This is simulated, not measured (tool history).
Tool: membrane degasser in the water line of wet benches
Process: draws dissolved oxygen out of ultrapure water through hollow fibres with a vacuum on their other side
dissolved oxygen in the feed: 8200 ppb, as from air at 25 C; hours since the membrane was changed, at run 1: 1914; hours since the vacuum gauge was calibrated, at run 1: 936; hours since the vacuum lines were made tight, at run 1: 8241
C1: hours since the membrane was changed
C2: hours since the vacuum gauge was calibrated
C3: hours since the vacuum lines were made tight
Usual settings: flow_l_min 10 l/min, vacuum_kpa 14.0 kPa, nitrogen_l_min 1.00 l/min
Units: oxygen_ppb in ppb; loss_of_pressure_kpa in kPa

{"run": 1, "day": 0.0, "flow_l_min": 10, "vacuum_kpa": 14.0, "nitrogen_l_min": 1.0, "C1": 1914, "C2": 936, "C3": 8241, "oxygen_ppb": 262.4, "loss_of_pressure_kpa": 29.15}
{"run": 2, "day": 1.692, "flow_l_min": 15, "vacuum_kpa": 14.0, "nitrogen_l_min": 1.0, "C1": 1955, "C2": 977, "C3": 8281, "oxygen_ppb": 392.1, "loss_of_pressure_kpa": 44.18}
{"run": 3, "day": 5.296, "flow_l_min": 10, "vacuum_kpa": 14.0, "nitrogen_l_min": 1.0, "C1": 2041, "C2": 1063, "C3": 8368, "oxygen_ppb": 259.7, "loss_of_pressure_kpa": 29.78}
{"run": 4, "day": 7.921, "flow_l_min": 10, "vacuum_kpa": 14.0, "nitrogen_l_min": 1.0, "C1": 2104, "C2": 1126, "C3": 8431, "oxygen_ppb": 261.1, "loss_of_pressure_kpa": 29.32}
{"run": 5, "day": 11.071, "flow_l_min": 10, "vacuum_kpa": 14.0, "nitrogen_l_min": 1.0, "C1": 2180, "C2": 1202, "C3": 8507, "oxygen_ppb": 260.1, "loss_of_pressure_kpa": 29.52}
{"run": 6, "day": 14.717, "flow_l_min": 10, "vacuum_kpa": 14.0, "nitrogen_l_min": 1.77, "C1": 2267, "C2": 1289, "C3": 8594, "oxygen_ppb": 157.3, "loss_of_pressure_kpa": 29.12}
{"run": 7, "day": 18.346, "flow_l_min": 10, "vacuum_kpa": 14.0, "nitrogen_l_min": 1.77, "C1": 2354, "C2": 1377, "C3": 8681, "oxygen_ppb": 157.9, "loss_of_pressure_kpa": 29.7}
{"run": 8, "day": 21.667, "flow_l_min": 10, "vacuum_kpa": 14.0, "nitrogen_l_min": 1.0, "C1": 2434, "C2": 1456, "C3": 8761, "oxygen_ppb": 265.4, "loss_of_pressure_kpa": 29.33}
{"run": 9, "day": 25.246, "flow_l_min": 10, "vacuum_kpa": 14.0, "nitrogen_l_min": 1.0, "C1": 2520, "C2": 1542, "C3": 8847, "oxygen_ppb": 263.6, "loss_of_pressure_kpa": 29.93}
{"run": 10, "day": 28.562, "flow_l_min": 10, "vacuum_kpa": 14.0, "nitrogen_l_min": 1.0, "C1": 2600, "C2": 1622, "C3": 8926, "oxygen_ppb": 259.2, "loss_of_pressure_kpa": 29.29}
{"run": 11, "day": 31.362, "flow_l_min": 10, "vacuum_kpa": 14.0, "nitrogen_l_min": 1.0, "C1": 2667, "C2": 1689, "C3": 8994, "oxygen_ppb": 260.2, "loss_of_pressure_kpa": 29.65}
{"run": 12, "day": 34.567, "flow_l_min": 14, "vacuum_kpa": 24.6, "nitrogen_l_min": 1.0, "C1": 2744, "C2": 1766, "C3": 9070, "oxygen_ppb": 661.1, "loss_of_pressure_kpa": 41.32}
{"run": 13, "day": 37.529, "flow_l_min": 7, "vacuum_kpa": 32.1, "nitrogen_l_min": 0.73, "C1": 2815, "C2": 1837, "C3": 9142, "oxygen_ppb": 617.4, "loss_of_pressure_kpa": 20.55}
{"run": 14, "day": 39.192, "flow_l_min": 14, "vacuum_kpa": 19.3, "nitrogen_l_min": 1.0, "C1": 2855, "C2": 1877, "C3": 9181, "oxygen_ppb": 519.5, "loss_of_pressure_kpa": 41.22}
{"run": 15, "day": 42.279, "flow_l_min": 13, "vacuum_kpa": 9.2, "nitrogen_l_min": 1.1, "C1": 2929, "C2": 1951, "C3": 9256, "oxygen_ppb": 186.7, "loss_of_pressure_kpa": 38.18}
{"run": 16, "day": 43.892, "flow_l_min": 7, "vacuum_kpa": 34.0, "nitrogen_l_min": 1.0, "C1": 2967, "C2": 1990, "C3": 9294, "oxygen_ppb": 493.5, "loss_of_pressure_kpa": 20.41}
{"run": 17, "day": 46.788, "flow_l_min": 7, "vacuum_kpa": 34.0, "nitrogen_l_min": 1.0, "C1": 3037, "C2": 2059, "C3": 9364, "oxygen_ppb": 504.8, "loss_of_pressure_kpa": 20.71}

The next listed run, before its measurement:
{"run": 18, "day": 50.279, "flow_l_min": 9, "vacuum_kpa": 22.9, "nitrogen_l_min": 1.0, "C1": 3121, "C2": 2143, "C3": 9448, "oxygen_ppb": "?", "loss_of_pressure_kpa": "?"}

{"run 18": {"oxygen_ppb": 412.1, "loss_of_pressure_kpa": 26.58}}
Without the tool's hidden state the same run would have given oxygen_ppb 411.9 ppb, loss_of_pressure_kpa 26.57 kPa.

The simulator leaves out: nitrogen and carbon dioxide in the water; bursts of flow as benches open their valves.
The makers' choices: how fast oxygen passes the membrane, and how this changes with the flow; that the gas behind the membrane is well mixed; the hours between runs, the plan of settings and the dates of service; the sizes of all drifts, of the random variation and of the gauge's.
